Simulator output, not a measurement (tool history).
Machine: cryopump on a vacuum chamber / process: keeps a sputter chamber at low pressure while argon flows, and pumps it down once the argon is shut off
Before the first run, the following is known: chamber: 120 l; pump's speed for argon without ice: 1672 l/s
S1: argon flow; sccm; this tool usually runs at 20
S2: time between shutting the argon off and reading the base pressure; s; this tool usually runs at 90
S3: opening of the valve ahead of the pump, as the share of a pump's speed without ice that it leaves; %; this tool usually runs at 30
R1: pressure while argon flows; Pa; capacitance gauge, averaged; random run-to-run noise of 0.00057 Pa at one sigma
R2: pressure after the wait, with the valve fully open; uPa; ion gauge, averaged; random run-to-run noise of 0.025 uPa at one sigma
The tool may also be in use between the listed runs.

{"run": 1, "day": 0.0, "S1": 20, "S2": 90, "S3": 30, "R1": 0.0681, "R2": 1.57}
{"run": 2, "day": 0.946, "S1": 20, "S2": 90, "S3": 30, "R1": 0.0682, "R2": 1.56}
{"run": 3, "day": 2.758, "S1": 20, "S2": 90, "S3": 30, "R1": 0.0681, "R2": 1.57}
{"run": 4, "day": 4.579, "S1": 20, "S2": 90, "S3": 30, "R1": 0.0697, "R2": 1.64}
{"run": 5, "day": 5.858, "S1": 20, "S2": 90, "S3": 30, "R1": 0.071, "R2": 1.68}
{"run": 6, "day": 6.75, "S1": 20, "S2": 245, "S3": 30, "R1": 0.0711, "R2": 1.25}
{"run": 7, "day": 8.167, "S1": 20, "S2": 90, "S3": 20, "R1": 0.1052, "R2": 1.71}
{"run": 8, "day": 9.05, "S1": 20, "S2": 63, "S3": 20, "R1": 0.1058, "R2": 2.09}
{"run": 9, "day": 10.108, "S1": 20, "S2": 90, "S3": 50, "R1": 0.045, "R2": 1.83}
{"run": 10, "day": 11.75, "S1": 20, "S2": 90, "S3": 28, "R1": 0.0789, "R2": 1.84}
{"run": 11, "day": 12.658, "S1": 20, "S2": 90, "S3": 28, "R1": 0.0786, "R2": 1.84}
{"run": 12, "day": 14.429, "S1": 20, "S2": 90, "S3": 28, "R1": 0.0801, "R2": 1.95}
{"run": 13, "day": 16.158, "S1": 20, "S2": 30, "S3": 30, "R1": 0.0764, "R2": 3.77}
{"run": 14, "day": 17.7, "S1": 20, "S2": 30, "S3": 30, "R1": 0.0764, "R2": 3.62}
{"day": 18.138, "done": "pump warmed up, emptied and cooled again"}
{"run": 15, "day": 19.404, "S1": 20, "S2": 281, "S3": 30, "R1": 0.0678, "R2": 1.21}
{"run": 16, "day": 21.225, "S1": 20, "S2": 90, "S3": 44, "R1": 0.0476, "R2": 1.74}
{"run": 17, "day": 22.904, "S1": 20, "S2": 90, "S3": 30, "R1": 0.069, "R2": 1.78}
{"run": 18, "day": 23.704, "S1": 17, "S2": 90, "S3": 30, "R1": 0.0595, "R2": 1.75}
{"run": 19, "day": 24.55, "S1": 23, "S2": 90, "S3": 30, "R1": 0.0796, "R2": 1.83}
{"run": 20, "day": 25.592, "S1": 12, "S2": 47, "S3": 30, "R1": 0.0424, "R2": 2.6}
{"run": 21, "day": 27.179, "S1": 18, "S2": 114, "S3": 30, "R1": 0.0645, "R2": 1.75}
{"run": 22, "day": 28.804, "S1": 24, "S2": 239, "S3": 43, "R1": 0.0612, "R2": 1.49}
{"run": 23, "day": 30.458, "S1": 21, "S2": 62, "S3": 44, "R1": 0.0534, "R2": 2.38}
{"run": 24, "day": 32.008, "S1": 21, "S2": 62, "S3": 44, "R1": 0.0557, "R2": 2.49}
{"run": 25, "day": 32.746, "S1": 13, "S2": 101, "S3": 22, "R1": 0.0642, "R2": 2.05}
{"run": 26, "day": 34.121, "S1": 13, "S2": 101, "S3": 22, "R1": 0.0648, "R2": 2.07}
{"run": 27, "day": 35.333, "S1": 22, "S2": 25, "S3": 42, "R1": 0.062, "R2": 4.23}
{"run": 28, "day": 37.079, "S1": 8, "S2": 30, "S3": 21, "R1": 0.0414, "R2": 3.93}
{"run": 29, "day": 37.85, "S1": 20, "S2": 28, "S3": 30, "R1": 0.0769, "R2": 4.07}
{"day": 38.3, "done": "leaking fittings of the chamber tightened, without venting"}
{"day": 39.179, "done": "pump warmed up, emptied and cooled again"}
{"run": 30, "day": 39.617, "S1": 20, "S2": 28, "S3": 30, "R1": 0.0675, "R2": 2.75}
{"run": 31, "day": 41.346, "S1": 20, "S2": 137, "S3": 30, "R1": 0.0686, "R2": 0.76}
{"run": 32, "day": 42.325, "S1": 20, "S2": 137, "S3": 30, "R1": 0.068, "R2": 0.76}
{"run": 33, "day": 43.388, "S1": 20, "S2": 137, "S3": 30, "R1": 0.0687, "R2": 0.84}
{"run": 34, "day": 44.458, "S1": 11, "S2": 70, "S3": 23, "R1": 0.0503, "R2": 1.33}

Predict each of these 4 candidate next runs independently; none follows another, all start after run 34:
{"run": "A", "day": 46.067, "S1": 20, "S2": 90, "S3": 33, "R1": "?", "R2": "?"}
{"run": "B", "day": 46.067, "S1": 36, "S2": 124, "S3": 27, "R1": "?", "R2": "?"}
{"run": "C", "day": 46.067, "S1": 11, "S2": 21, "S3": 39, "R1": "?", "R2": "?"}
{"run": "D", "day": 46.067, "S1": 20, "S2": 77, "S3": 30, "R1": "?", "R2": "?"}

run=A R1=0.0638 R2=1.08
run=B R1=0.1404 R2=0.88
run=C R1=0.0299 R2=3.71
run=D R1=0.0711 R2=1.23
Without the tool's unlogged condition, the same runs would have read:
run=A R1=0.0609 R2=0.93
run=B R1=0.1352 R2=0.73
run=C R1=0.0283 R2=3.55
run=D R1=0.0683 R2=1.07
